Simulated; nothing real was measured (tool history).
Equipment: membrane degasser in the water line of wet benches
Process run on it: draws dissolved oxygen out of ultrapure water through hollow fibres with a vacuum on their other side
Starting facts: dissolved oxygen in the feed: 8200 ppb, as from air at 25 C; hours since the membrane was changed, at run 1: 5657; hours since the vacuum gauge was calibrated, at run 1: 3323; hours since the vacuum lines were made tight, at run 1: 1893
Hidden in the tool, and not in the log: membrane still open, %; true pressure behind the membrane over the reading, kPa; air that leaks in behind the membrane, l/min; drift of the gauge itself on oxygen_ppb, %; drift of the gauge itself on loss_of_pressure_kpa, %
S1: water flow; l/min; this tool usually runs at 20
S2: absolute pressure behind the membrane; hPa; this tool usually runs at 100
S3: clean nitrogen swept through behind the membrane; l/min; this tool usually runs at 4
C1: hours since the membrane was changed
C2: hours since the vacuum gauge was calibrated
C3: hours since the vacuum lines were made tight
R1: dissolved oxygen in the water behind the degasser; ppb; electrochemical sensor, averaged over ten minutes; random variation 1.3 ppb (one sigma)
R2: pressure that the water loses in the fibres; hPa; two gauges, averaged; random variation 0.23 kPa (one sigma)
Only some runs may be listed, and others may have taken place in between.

Run 1, hour 0: usual settings; C1 5657; C2 3323; C3 1893. Result: R1 121.7 ppb, R2 587.5 hPa.
Run 2, hour 108.3: usual settings but S3 7.21 l/min; C1 5766; C2 3432; C3 2001. Result: R1 87.4 ppb, R2 593.5 hPa.
Run 3, hour 262.4: usual settings but S1 12 l/min, S3 7.21 l/min; C1 5920; C2 3586; C3 2156. Result: R1 34.3 ppb, R2 356.5 hPa.
Run 4, hour 397.4: usual settings but S1 12 l/min, S3 7.21 l/min; C1 6055; C2 3721; C3 2291. Result: R1 34.5 ppb, R2 356.3 hPa.
Run 5, hour 596.5: usual settings but S2 160 hPa; C1 6254; C2 3920; C3 2490. Result: R1 195.6 ppb, R2 595.6 hPa.
Run 6, hour 750.2: usual settings but S2 160 hPa; C1 6407; C2 4074; C3 2643. Result: R1 194.6 ppb, R2 595.6 hPa.
Run 7, hour 872.3: usual settings but S2 160 hPa; C1 6530; C2 4196; C3 2765. Result: R1 190.3 ppb, R2 591.5 hPa.
Run 8, hour 1078.9: usual settings but S2 160 hPa; C1 6736; C2 4402; C3 2972. Result: R1 191.9 ppb, R2 599.5 hPa.
Run 9, hour 1245.5: usual settings but S2 160 hPa; C1 6903; C2 4569; C3 3139. Result: R1 189.7 ppb, R2 600.8 hPa.
Run 10, hour 1465.6: usual settings but S2 160 hPa; C1 7123; C2 4789; C3 3359. Result: R1 194.3 ppb, R2 597.5 hPa.
Run 11, hour 1578.5: usual settings but S2 209 hPa; C1 7236; C2 4902; C3 3472. Result: R1 247.5 ppb, R2 601 hPa.
Run 12, hour 1688.5: usual settings but S2 209 hPa; C1 7346; C2 5012; C3 3582. Result: R1 253 ppb, R2 603.8 hPa.
Run 13, hour 1848: usual settings but S2 209 hPa; C1 7505; C2 5171; C3 3741. Result: R1 250.2 ppb, R2 604.8 hPa.
At hour 1977.1: gauge calibrated.
Run 14, hour 2045.7: usual settings but S2 209 hPa; C1 7703; C2 5369; C3 3939. Result: R1 250.3 ppb, R2 587.7 hPa.
Run 15, hour 2248.4: usual settings but S2 176 hPa, S3 1.72 l/min; C1 7906; C2 5572; C3 4142. Result: R1 413 ppb, R2 592.3 hPa.
At hour 2337.5: vacuum gauge calibrated.
Run 16, hour 2378.3: usual settings but S2 176 hPa, S3 1.72 l/min; C1 8035; C2 41; C3 4271. Result: R1 412.6 ppb, R2 591.9 hPa.
Run 17, hour 2569.1: usual settings but S2 176 hPa, S3 9.94 l/min; C1 8226; C2 232; C3 4462. Result: R1 112.9 ppb, R2 590.6 hPa.
Run 18, hour 2680.2: usual settings but S1 18 l/min, S2 183 hPa, S3 2.65 l/min; C1 8337; C2 343; C3 4573. Result: R1 268.7 ppb, R2 531.6 hPa.
Run 19, hour 2899.6: usual settings but S1 18 l/min, S2 183 hPa, S3 2.65 l/min; C1 8556; C2 562; C3 4792. Result: R1 271.2 ppb, R2 537.2 hPa.
Run 20, hour 3026.9: usual settings but S1 18 l/min, S2 183 hPa, S3 2.65 l/min; C1 8684; C2 689; C3 4920. Result: R1 271.1 ppb, R2 537.9 hPa.
Run 21, hour 3209.6: usual settings but S1 18 l/min, S2 183 hPa, S3 6.18 l/min; C1 8866; C2 872; C3 5102. Result: R1 135.5 ppb, R2 539.9 hPa.
Run 22, hour 3351.9: usual settings but S1 18 l/min, S2 183 hPa, S3 6.18 l/min; C1 9009; C2 1014; C3 5245. Result: R1 135.1 ppb, R2 538.2 hPa.
Run 23, hour 3488.3: usual settings but S1 14 l/min, S2 214 hPa, S3 3.76 l/min; C1 9145; C2 1151; C3 5381. Result: R1 173.2 ppb, R2 423.6 hPa.
Run 24, hour 3600.6: usual settings but S1 27 l/min, S2 152 hPa, S3 3.76 l/min; C1 9257; C2 1263; C3 5493. Result: R1 297.8 ppb, R2 808.6 hPa.
Run 25, hour 3798.7: usual settings but S2 187 hPa; C1 9455; C2 1461; C3 5691. Result: R1 226.2 ppb, R2 607.3 hPa.
Run 26, hour 3999: usual settings but S1 15 l/min, S2 62 hPa, S3 1.72 l/min; C1 9656; C2 1662; C3 5892. Result: R1 76.5 ppb, R2 450 hPa.
Run 27, hour 4195.2: usual settings but S1 19 l/min, S3 7.82 l/min; C1 9852; C2 1858; C3 6088. Result: R1 75.6 ppb, R2 576.8 hPa.

3 options for the next run, each taken on its own from the tool as it stands now. Forecast them:
Run A, hour 4375.5: usual settings but S1 30 l/min, S3 7.82 l/min; C1 10032; C2 2038; C3 6268. Result: R1 ?, R2 ?.
Run B, hour 4375.5: usual settings but S1 29 l/min, S2 169 hPa, S3 6.29 l/min; C1 10032; C2 2038; C3 6268. Result: R1 ?, R2 ?.
Run C, hour 4375.5: usual settings but S1 19 l/min, S2 206 hPa, S3 7.82 l/min; C1 10032; C2 2038; C3 6268. Result: R1 ?, R2 ?.

run     R1     R2
  A  191.2  906.9
  B    269  879.2
  C  138.6  577.4
With the hidden condition removed and each run's random variation left untouched, the same runs would have given:
run     R1     R2
  A  190.9  882.1
  B  268.7  855.1
  C  138.4  561.6
